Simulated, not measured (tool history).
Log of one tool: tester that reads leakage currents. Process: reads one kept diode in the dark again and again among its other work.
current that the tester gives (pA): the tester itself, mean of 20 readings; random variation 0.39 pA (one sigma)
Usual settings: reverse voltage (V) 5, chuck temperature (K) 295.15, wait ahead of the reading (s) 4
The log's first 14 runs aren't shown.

| run | hour | reverse voltage (V) | chuck temperature (K) | wait ahead of the reading (s) | hours of work since the probe card was cleaned | hours of work since the tester was calibrated | hours of work since the chuck was calibrated | current that the tester gives (pA) |
|---|---|---|---|---|---|---|---|---|
| 15 | 485.1 | 5 | 296.15 | 4 | 1797 | 1701 | 1338 | 134.71 |
| 16 | 513.2 | 5 | 295.15 | 1.76 | 1815 | 1719 | 1356 | 124.9 |
| 17 | 540.1 | 5 | 295.15 | 8.36 | 1832 | 1736 | 1373 | 124.01 |
| 18 | 572.6 | 5 | 295.15 | 8.36 | 1853 | 1757 | 1394 | 124.64 |
| 19 | 598 | 5 | 295.15 | 4 | 1869 | 1773 | 1410 | 124.12 |
| 20 | 639.9 | 5 | 295.15 | 4 | 1896 | 1800 | 1437 | 123.96 |
|  | 670.9 | chuck's temperature calibrated |
| 21 | 686.4 | 5 | 295.15 | 3.7 | 1924 | 1828 | 10 | 119.98 |
| 22 | 727.1 | 1.76 | 303.15 | 3.7 | 1950 | 1854 | 36 | 154.02 |
| 23 | 773.3 | 1.76 | 303.15 | 3.7 | 1980 | 1884 | 65 | 153.92 |
| 24 | 803.3 | 5 | 298.15 | 4 | 1999 | 1903 | 84 | 154.57 |
|  | 839.2 | chuck's temperature calibrated, once more |
| 25 | 851.3 | 1.11 | 308.15 | 4 | 2028 | 1932 | 8 | 214.23 |
| 26 | 894.8 | 1.11 | 308.15 | 4 | 2056 | 1960 | 35 | 213.37 |
| 27 | 931.8 | 13.38 | 295.15 | 4 | 2079 | 1983 | 59 | 200.24 |
| 28 | 984.9 | 5 | 330.15 | 1.46 | 2113 | 2017 | 93 | 1934.77 |
| 29 | 1038.9 | 3.56 | 304.15 | 4 | 2147 | 2051 | 127 | 242.09 |
| 30 | 1065.2 | 3.56 | 332.15 | 1.52 | 2164 | 2068 | 144 | 1947.81 |
| 31 | 1121.3 | 5 | 295.15 | 1.37 | 2200 | 2104 | 180 | 133.24 |
| 32 | 1145.6 | 5 | 295.15 | 1.37 | 2215 | 2119 | 195 | 133.48 |
| 33 | 1191.1 | 2.1 | 314.15 | 0.35 | 2244 | 2148 | 224 | 433.44 |
| 34 | 1224.1 | 3.09 | 295.15 | 3.26 | 2265 | 2169 | 245 | 107.7 |
| 35 | 1264.7 | 13.43 | 324.15 | 0.95 | 2291 | 2195 | 271 | 1833.53 |
| 36 | 1288.5 | 13.43 | 324.15 | 0.95 | 2306 | 2210 | 286 | 1826.6 |
| 37 | 1335.3 | 1.21 | 324.15 | 1.65 | 2336 | 2240 | 316 | 728.03 |
| 38 | 1377.1 | 5 | 311.15 | 4 | 2363 | 2267 | 342 | 477.28 |
| 39 | 1418.5 | 5 | 311.15 | 4 | 2389 | 2293 | 369 | 473.4 |

Forecast each of these 4 alternatives for the next run:
| A | 1455.1 | 1.34 | 304.15 | 0.92 | 2412 | 2316 | 392 | ? |
| B | 1455.1 | 6.08 | 309.15 | 2.71 | 2412 | 2316 | 392 | ? |
| C | 1455.1 | 3.2 | 302.15 | 0.66 | 2412 | 2316 | 392 | ? |
| D | 1455.1 | 5 | 309.15 | 4 | 2412 | 2316 | 392 | ? |

| run | current that the tester gives (pA) |
|---|---|
| A | 164.4 |
| B | 435.9 |
| C | 197.36 |
| D | 407.23 |
Without the tool's hidden state the same runs would have given:
| run | current that the tester gives (pA) |
|---|---|
| A | 167.03 |
| B | 439.54 |
| C | 198.57 |
| D | 411.42 |

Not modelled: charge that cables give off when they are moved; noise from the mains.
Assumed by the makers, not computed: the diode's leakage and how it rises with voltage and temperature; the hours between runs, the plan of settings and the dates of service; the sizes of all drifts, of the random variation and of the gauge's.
